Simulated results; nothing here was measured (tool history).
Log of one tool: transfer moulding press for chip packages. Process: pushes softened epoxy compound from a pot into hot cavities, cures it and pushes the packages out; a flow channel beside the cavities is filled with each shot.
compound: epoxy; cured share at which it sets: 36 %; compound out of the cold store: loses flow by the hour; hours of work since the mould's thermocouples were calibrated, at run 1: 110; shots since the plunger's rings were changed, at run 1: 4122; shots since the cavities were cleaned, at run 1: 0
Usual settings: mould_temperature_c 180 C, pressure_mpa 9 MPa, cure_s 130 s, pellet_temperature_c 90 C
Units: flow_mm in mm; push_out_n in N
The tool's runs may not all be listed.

| run | day | mould_temperature_c | pressure_mpa | cure_s | pellet_temperature_c | hours of work since the mould's thermocouples were calibrated | shots since the plunger's rings were changed | shots since the cavities were cleaned | incoming compound's hours out of the cold store | flow_mm | push_out_n |
|---|---|---|---|---|---|---|---|---|---|---|---|
| 1 | 0 | 180 | 9 | 130 | 90 | 110 | 4122 | 0 | 15 | 687 | 453 |
| 2 | 1.504 | 180 | 9 | 130 | 90 | 126 | 4348 | 226 | 33.4 | 675 | 456 |
|  | 3.542 | cavities cleaned with cleaning compound and waxed |
| 3 | 4.479 | 180 | 9 | 130 | 90 | 157 | 4784 | 140 | 11.5 | 710 | 463 |
| 4 | 6.483 | 180 | 9 | 130 | 90 | 179 | 5085 | 441 | 17.7 | 693 | 454 |
|  | 7.146 | cavities cleaned with cleaning compound and waxed |
| 5 | 9.358 | 180 | 9 | 130 | 90 | 209 | 5506 | 332 | 40.8 | 663 | 439 |
|  | 10.712 | cavities cleaned with cleaning compound and waxed |
| 6 | 12.421 | 180 | 9 | 130 | 90 | 241 | 5955 | 256 | 19.9 | 687 | 453 |
|  | 12.65 | plunger's sealing rings changed |
|  | 14.304 | cavities cleaned with cleaning compound and waxed |
| 7 | 15.196 | 180 | 9 | 130 | 90 | 269 | 372 | 134 | 34.8 | 670 | 448 |
| 8 | 17.579 | 180 | 9.67 | 162 | 90 | 294 | 729 | 491 | 37.3 | 685 | 415 |
|  | 17.817 | cavities cleaned with cleaning compound and waxed |
| 9 | 19.112 | 180 | 9.67 | 162 | 90 | 310 | 950 | 195 | 20 | 717 | 389 |
| 10 | 21.042 | 178 | 9.4 | 150 | 90 | 331 | 1238 | 483 | 9.1 | 737 | 433 |
|  | 21.271 | cavities cleaned with cleaning compound and waxed |
| 11 | 22.917 | 180 | 9 | 115 | 89 | 350 | 1510 | 247 | 32.1 | 672 | 537 |
| 12 | 24.446 | 179 | 9 | 130 | 90 | 366 | 1739 | 476 | 38.1 | 668 | 455 |
|  | 24.796 | cavities cleaned with cleaning compound and waxed |
| 13 | 25.854 | 177 | 8.92 | 119 | 89 | 381 | 1941 | 159 | 38.5 | 672 | 599 |
| 14 | 28.046 | 177 | 8.92 | 119 | 89 | 404 | 2269 | 487 | 38.6 | 675 | 598 |

5 ways to go on from here, each from the tool as it stands after run 14. What would each give?
|  | 28.342 | cavities cleaned with cleaning compound and waxed |
| A | 31.075 | 177 | 8.92 | 119 | 89 | 436 | 2713 | 409 | 27.9 | ? | ? |
|  | 28.342 | cavities cleaned with cleaning compound and waxed |
| B | 31.075 | 174 | 9 | 130 | 90 | 436 | 2713 | 409 | 23.8 | ? | ? |
|  | 28.342 | cavities cleaned with cleaning compound and waxed |
| C | 31.075 | 180 | 10.95 | 120 | 90 | 436 | 2713 | 409 | 30.8 | ? | ? |
|  | 28.342 | cavities cleaned with cleaning compound and waxed |
| D | 31.075 | 177 | 10.42 | 152 | 99 | 436 | 2713 | 409 | 11.2 | ? | ? |
|  | 28.342 | cavities cleaned with cleaning compound and waxed |
| E | 31.075 | 180 | 6.97 | 130 | 90 | 436 | 2713 | 409 | 36.9 | ? | ? |

| run | flow_mm | push_out_n |
|---|---|---|
| A | 680 | 589 |
| B | 699 | 657 |
| C | 758 | 492 |
| D | 770 | 443 |
| E | 597 | 441 |
Without the tool's hidden state the same runs would have given:
| run | flow_mm | push_out_n |
|---|---|---|
| A | 682 | 583 |
| B | 700 | 650 |
| C | 760 | 487 |
| D | 772 | 438 |
| E | 599 | 436 |

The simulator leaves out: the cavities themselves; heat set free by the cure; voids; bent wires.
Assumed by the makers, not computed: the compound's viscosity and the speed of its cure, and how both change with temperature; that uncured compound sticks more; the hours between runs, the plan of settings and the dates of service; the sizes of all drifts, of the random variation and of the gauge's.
